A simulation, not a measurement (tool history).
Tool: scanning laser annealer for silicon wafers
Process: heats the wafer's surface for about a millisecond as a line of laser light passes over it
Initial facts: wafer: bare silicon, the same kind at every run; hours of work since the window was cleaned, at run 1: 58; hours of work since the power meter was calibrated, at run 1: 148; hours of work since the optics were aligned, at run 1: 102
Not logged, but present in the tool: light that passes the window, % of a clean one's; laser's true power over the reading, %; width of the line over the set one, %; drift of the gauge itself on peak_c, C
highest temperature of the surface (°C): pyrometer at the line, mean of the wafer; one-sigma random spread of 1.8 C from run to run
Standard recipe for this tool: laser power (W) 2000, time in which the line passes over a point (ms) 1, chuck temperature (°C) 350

run,hour,laser power (W),time in which the line passes over a point (ms),chuck temperature (°C),hours of work since the window was cleaned,hours of work since the power meter was calibrated,hours of work since the optics were aligned,highest temperature of the surface (°C)
1,0,2000,1,350,58,148,102,1050
2,42.7,2000,1,350,90,179,133,1046
3,92.8,2000,1,350,127,216,170,1046
4,151.5,2000,1,350,170,259,213,1046
5,187.2,1771,1,350,196,286,239,962
6,234.3,2000,0.91,350,231,320,274,1014
7,291.4,2000,1,350,273,362,316,1040
8,345.7,2000,1,321,313,402,356,1012
9,393,2000,1.08,350,347,437,391,1061
10,435.3,2000,1,350,379,468,422,1033
11,491.6,2000,1,350,420,510,463,1031
12,551.5,2000,1,350,464,554,507,1033
13,597.5,2000,1,350,498,587,541,1033
14,652.1,2000,1,350,538,628,581,1031
15,710.3,2000,1,350,581,670,624,1033
16,758.4,2000,1,350,616,706,659,1029
17,800.1,2000,1.03,350,647,736,690,1036
18,847.4,2000,1.03,350,682,771,725,1037
19,896.9,2000,1.03,350,718,808,761,1031
# hour 936.6: window over the wafer cleaned
20,958.6,2000,1.03,350,16,852,805,1043
21,986.7,2001,1.21,359,37,872,826,1105
22,1041.7,2001,1.21,359,77,913,866,1105
23,1086.6,1845,1,350,110,946,899,977
24,1121.4,1845,1,350,136,971,925,978
25,1173.3,1904,0.86,330,174,1009,963,934
26,1230,1904,0.86,330,216,1051,1005,935

Run 27 is up next; what results do you expect?
27,1285.3,1827,0.73,336,256,1092,1045,?

highest temperature of the surface (°C): 873
If the tool had no hidden condition, the same run with the same run-to-run variation would have returned highest temperature of the surface (°C) 894.

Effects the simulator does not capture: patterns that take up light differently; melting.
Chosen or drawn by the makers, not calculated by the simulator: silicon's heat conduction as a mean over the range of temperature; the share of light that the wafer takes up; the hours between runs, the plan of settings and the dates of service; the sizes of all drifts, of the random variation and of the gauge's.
